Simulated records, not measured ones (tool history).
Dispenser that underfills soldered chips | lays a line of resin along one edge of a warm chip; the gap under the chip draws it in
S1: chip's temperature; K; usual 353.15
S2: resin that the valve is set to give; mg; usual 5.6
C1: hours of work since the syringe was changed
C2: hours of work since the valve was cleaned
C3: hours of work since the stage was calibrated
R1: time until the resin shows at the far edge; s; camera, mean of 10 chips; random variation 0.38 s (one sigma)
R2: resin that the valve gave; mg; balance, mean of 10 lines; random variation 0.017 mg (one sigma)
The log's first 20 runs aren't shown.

| run | day | S1 | S2 | C1 | C2 | C3 | R1 | R2 |
|---|---|---|---|---|---|---|---|---|
|  | 6.021 | new syringe of resin |
| 21 | 6.042 | 344.15 | 5.76 | 0 | 93 | 243 | 38 | 5.49 |
|  | 6.396 | dispensing valve cleaned and set on the balance |
| 22 | 6.396 | 345.15 | 5.65 | 6 | 0 | 249 | 52.2 | 5.65 |
|  | 6.438 | new syringe of resin |
| 23 | 6.775 | 365.15 | 5.6 | 6 | 7 | 255 | 22.4 | 5.57 |
|  | 6.825 | new syringe of resin |
| 24 | 7.158 | 353.15 | 6.15 | 6 | 13 | 262 | 37 | 6.13 |
|  | 7.2 | new syringe of resin |
| 25 | 7.496 | 353.15 | 5.22 | 5 | 19 | 268 | 35.8 | 5.17 |
|  | 7.588 | new syringe of resin |
| 26 | 7.929 | 354.15 | 7.01 | 6 | 27 | 276 | 34.1 | 6.91 |
|  | 7.971 | new syringe of resin |
| 27 | 8.121 | 359.15 | 6.57 | 3 | 30 | 279 | 22.9 | 6.47 |
|  | 8.342 | new syringe of resin |
| 28 | 8.521 | 348.15 | 5.6 | 3 | 38 | 286 | 38.1 | 5.48 |
|  | 8.712 | new syringe of resin |
| 29 | 8.938 | 347.15 | 5.26 | 4 | 45 | 293 | 44 | 5.14 |
|  | 9.088 | new syringe of resin |
| 30 | 9.25 | 355.15 | 5.84 | 3 | 50 | 299 | 27.8 | 5.68 |
|  | 9.467 | new syringe of resin |
| 31 | 9.65 | 355.15 | 5.84 | 3 | 57 | 306 | 28.5 | 5.67 |
|  | 9.85 | new syringe of resin |
| 32 | 10.033 | 353.15 | 6.95 | 3 | 64 | 313 | 30.4 | 6.74 |
|  | 10.238 | new syringe of resin |
| 33 | 10.283 | 353.15 | 5.44 | 1 | 69 | 317 | 26.9 | 5.25 |
| 34 | 10.5 | 353.15 | 6.89 | 5 | 73 | 321 | 34.9 | 6.64 |

5 ways to go on from here, each from the tool as it stands after run 34. What would each give?
|  | 10.604 | new syringe of resin |
| A | 10.862 | 366.15 | 6.83 | 5 | 79 | 327 | ? | ? |
|  | 10.604 | new syringe of resin |
| B | 10.862 | 353.15 | 6.69 | 5 | 79 | 327 | ? | ? |
|  | 10.604 | new syringe of resin |
| C | 10.862 | 346.15 | 5.63 | 5 | 79 | 327 | ? | ? |
|  | 10.604 | new syringe of resin |
| D | 10.862 | 354.15 | 6.56 | 5 | 79 | 327 | ? | ? |
|  | 10.604 | new syringe of resin |
| E | 10.862 | 343.15 | 5.6 | 5 | 79 | 327 | ? | ? |

| run | R1 | R2 |
|---|---|---|
| A | 19.4 | 6.59 |
| B | 34.6 | 6.42 |
| C | 46.2 | 5.43 |
| D | 32.6 | 6.27 |
| E | 51.8 | 5.37 |
Without the tool's hidden state the same runs would have given:
| run | R1 | R2 |
|---|---|---|
| A | 12.9 | 6.85 |
| B | 23.1 | 6.68 |
| C | 30.5 | 5.64 |
| D | 21.6 | 6.52 |
| E | 33.8 | 5.58 |

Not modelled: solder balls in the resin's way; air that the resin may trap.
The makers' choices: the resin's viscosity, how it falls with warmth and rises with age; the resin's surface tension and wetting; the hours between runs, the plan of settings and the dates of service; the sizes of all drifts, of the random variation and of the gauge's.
